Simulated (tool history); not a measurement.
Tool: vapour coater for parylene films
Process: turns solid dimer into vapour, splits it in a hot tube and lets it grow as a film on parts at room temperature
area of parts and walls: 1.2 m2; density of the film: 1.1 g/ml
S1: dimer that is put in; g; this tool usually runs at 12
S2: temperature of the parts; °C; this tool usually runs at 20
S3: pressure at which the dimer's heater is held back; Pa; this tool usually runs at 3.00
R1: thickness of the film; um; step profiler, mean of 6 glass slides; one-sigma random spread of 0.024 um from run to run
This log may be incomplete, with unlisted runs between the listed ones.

{"run": 1, "day": 0.0, "S1": 12, "S2": 20, "S3": 3.0, "R1": 5.43}
{"run": 2, "day": 1.692, "S1": 7, "S2": 20, "S3": 3.0, "R1": 3.19}
{"run": 3, "day": 3.467, "S1": 12, "S2": 20, "S3": 5.9, "R1": 4.72}
{"run": 4, "day": 5.196, "S1": 12, "S2": 20, "S3": 5.9, "R1": 4.7}
{"run": 5, "day": 7.142, "S1": 12, "S2": 20, "S3": 11.61, "R1": 4.09}
{"run": 6, "day": 8.329, "S1": 12, "S2": 20, "S3": 11.61, "R1": 4.1}
{"run": 7, "day": 9.379, "S1": 12, "S2": 20, "S3": 11.61, "R1": 4.1}
{"run": 8, "day": 10.662, "S1": 12, "S2": 20, "S3": 11.61, "R1": 4.06}
{"run": 9, "day": 11.483, "S1": 12, "S2": 20, "S3": 11.61, "R1": 4.05}
{"run": 10, "day": 12.992, "S1": 12, "S2": 20, "S3": 3.3, "R1": 5.16}
{"run": 11, "day": 14.892, "S1": 12, "S2": 20, "S3": 3.3, "R1": 5.15}
{"run": 12, "day": 16.808, "S1": 12, "S2": 20, "S3": 3.0, "R1": 5.22}
{"run": 13, "day": 17.621, "S1": 8, "S2": 20, "S3": 3.0, "R1": 3.49}
{"run": 14, "day": 19.312, "S1": 8, "S2": 20, "S3": 3.0, "R1": 3.46}
{"run": 15, "day": 20.296, "S1": 8, "S2": 20, "S3": 3.0, "R1": 3.48}
{"run": 16, "day": 21.562, "S1": 12, "S2": 15, "S3": 3.0, "R1": 5.67}
{"run": 17, "day": 23.075, "S1": 12, "S2": 15, "S3": 3.0, "R1": 5.53}
{"day": 23.429, "done": "table's thermometer calibrated"}
{"run": 18, "day": 24.517, "S1": 12, "S2": 15, "S3": 3.0, "R1": 5.49}
{"run": 19, "day": 25.683, "S1": 12, "S2": 15, "S3": 3.0, "R1": 5.39}
{"run": 20, "day": 26.925, "S1": 12, "S2": 15, "S3": 3.0, "R1": 5.41}
{"day": 27.783, "done": "trap's valve overhauled"}
{"run": 21, "day": 28.358, "S1": 9, "S2": 32, "S3": 3.0, "R1": 3.22}
{"run": 22, "day": 30.208, "S1": 13, "S2": 20, "S3": 2.55, "R1": 5.93}
{"run": 23, "day": 31.962, "S1": 11, "S2": 28, "S3": 2.76, "R1": 4.26}
{"run": 24, "day": 33.167, "S1": 9, "S2": 25, "S3": 5.05, "R1": 3.27}
{"run": 25, "day": 34.267, "S1": 11, "S2": 25, "S3": 3.43, "R1": 4.29}
{"run": 26, "day": 36.042, "S1": 11, "S2": 25, "S3": 3.43, "R1": 4.24}
{"run": 27, "day": 37.171, "S1": 11, "S2": 25, "S3": 3.43, "R1": 4.26}
{"run": 28, "day": 38.204, "S1": 11, "S2": 25, "S3": 3.43, "R1": 4.25}
{"run": 29, "day": 39.912, "S1": 11, "S2": 25, "S3": 3.43, "R1": 4.2}
{"run": 30, "day": 41.054, "S1": 19, "S2": 25, "S3": 3.0, "R1": 7.38}
{"run": 31, "day": 42.2, "S1": 9, "S2": 29, "S3": 7.97, "R1": 2.68}
{"run": 32, "day": 43.929, "S1": 12, "S2": 17, "S3": 9.45, "R1": 4.34}
{"run": 33, "day": 45.596, "S1": 12, "S2": 17, "S3": 9.45, "R1": 4.31}
{"run": 34, "day": 46.8, "S1": 12, "S2": 17, "S3": 2.17, "R1": 5.67}
{"run": 35, "day": 47.667, "S1": 8, "S2": 20, "S3": 3.0, "R1": 3.39}
{"run": 36, "day": 49.312, "S1": 12, "S2": 20, "S3": 2.16, "R1": 5.37}
{"run": 37, "day": 50.917, "S1": 12, "S2": 16, "S3": 2.16, "R1": 5.72}
{"run": 38, "day": 52.821, "S1": 7, "S2": 15, "S3": 6.75, "R1": 2.75}

Hidden state or all else? Some run-to-run changes of R1, split into what the settings, what came in and random variation would give without the hidden state, and what is left for the hidden state (with any gauge scatter that isn't in both results):
Hidden state at play: vapour lost through the trap's worn valve, %; true temperature of the parts over the reading, C; drift of the gauge itself on film_um, %.
Run 20 -> 21: S1 12 -> 9, S2 15 -> 32, trap's valve overhauled. R1 -2.19 um: hidden state +0.49, all else -2.68.
Run 29 -> 30: S1 11 -> 19, S3 3.43 -> 3.00. R1 +3.18 um: hidden state -0.17, all else +3.35.
Run 30 -> 31: S1 19 -> 9, S2 25 -> 29, S3 3.00 -> 7.97. R1 -4.70 um: hidden state +0.21, all else -4.91.
Run 37 -> 38: S1 12 -> 7, S2 16 -> 15, S3 2.16 -> 6.75. R1 -2.97 um: hidden state +0.21, all else -3.18.

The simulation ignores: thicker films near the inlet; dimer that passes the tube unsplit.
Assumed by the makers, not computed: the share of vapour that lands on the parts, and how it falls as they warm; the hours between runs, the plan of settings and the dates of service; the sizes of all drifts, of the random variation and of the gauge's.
